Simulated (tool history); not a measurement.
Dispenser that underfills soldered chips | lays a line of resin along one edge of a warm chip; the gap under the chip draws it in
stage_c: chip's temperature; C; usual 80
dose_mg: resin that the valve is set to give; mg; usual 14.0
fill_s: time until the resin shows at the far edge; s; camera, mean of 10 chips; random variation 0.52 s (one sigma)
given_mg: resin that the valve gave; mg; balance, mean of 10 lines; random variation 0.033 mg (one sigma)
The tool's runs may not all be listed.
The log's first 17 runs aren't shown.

run,hour,stage_c,dose_mg,hours of work since the syringe was changed,hours of work since the valve was cleaned,hours of work since the stage was calibrated,fill_s,given_mg
# hour 72.9: new syringe of resin
18,76.4,80,14.0,3,66,225,49.5,13.56
19,81.1,73,17.0,6,69,229,81.8,16.38
20,85.1,73,17.0,9,72,232,101.9,16.39
# hour 86.1: new syringe of resin
21,89.8,87,14.0,3,76,235,40.9,13.41
22,94.1,80,16.7,6,79,239,64.5,16.01
23,98.5,79,12.0,10,83,242,88.6,11.47
# hour 99.3: new syringe of resin
24,103.4,79,12.0,3,86,245,55.6,11.51
25,106.1,91,14.9,5,88,248,42.6,14.23
26,109.5,91,14.9,8,91,250,52.0,14.18
# hour 112.3: dispensing valve cleaned and set on the balance
# hour 113.8: new syringe of resin
27,116.1,69,16.3,2,3,254,65.8,16.31
28,119.9,85,16.2,5,6,257,48.1,16.19
29,122.5,85,16.2,7,8,259,56.2,16.28
# hour 127.1: new syringe of resin
30,127.3,84,13.1,0,11,263,35.5,13.11
31,131.3,84,13.1,3,14,266,45.3,13.09
32,134.7,83,16.7,6,17,268,55.7,16.65
33,137.9,67,15.8,8,19,271,116.3,15.73
# hour 140.7: new syringe of resin
34,141.8,67,12.9,1,22,274,68.4,12.81
35,145.4,74,16.5,4,25,276,64.6,16.43
36,149.3,74,16.5,7,28,280,81.6,16.32

Forecast each of these 4 alternatives for the next run:
# hour 153.9: new syringe of resin
A,154.5,90,14.5,0,32,283,?,?
# hour 153.9: new syringe of resin
B,154.5,66,13.0,0,32,283,?,?
# hour 153.9: new syringe of resin
C,154.5,93,14.0,0,32,283,?,?
# hour 153.9: new syringe of resin
D,154.5,88,14.0,0,32,283,?,?

run,fill_s,given_mg
A,30.2,14.34
B,66.0,12.89
C,26.9,13.87
D,31.1,13.90
Without the tool's hidden state the same runs would have given:
run,fill_s,given_mg
A,31.1,14.47
B,68.5,13.01
C,27.7,13.99
D,32.1,14.02
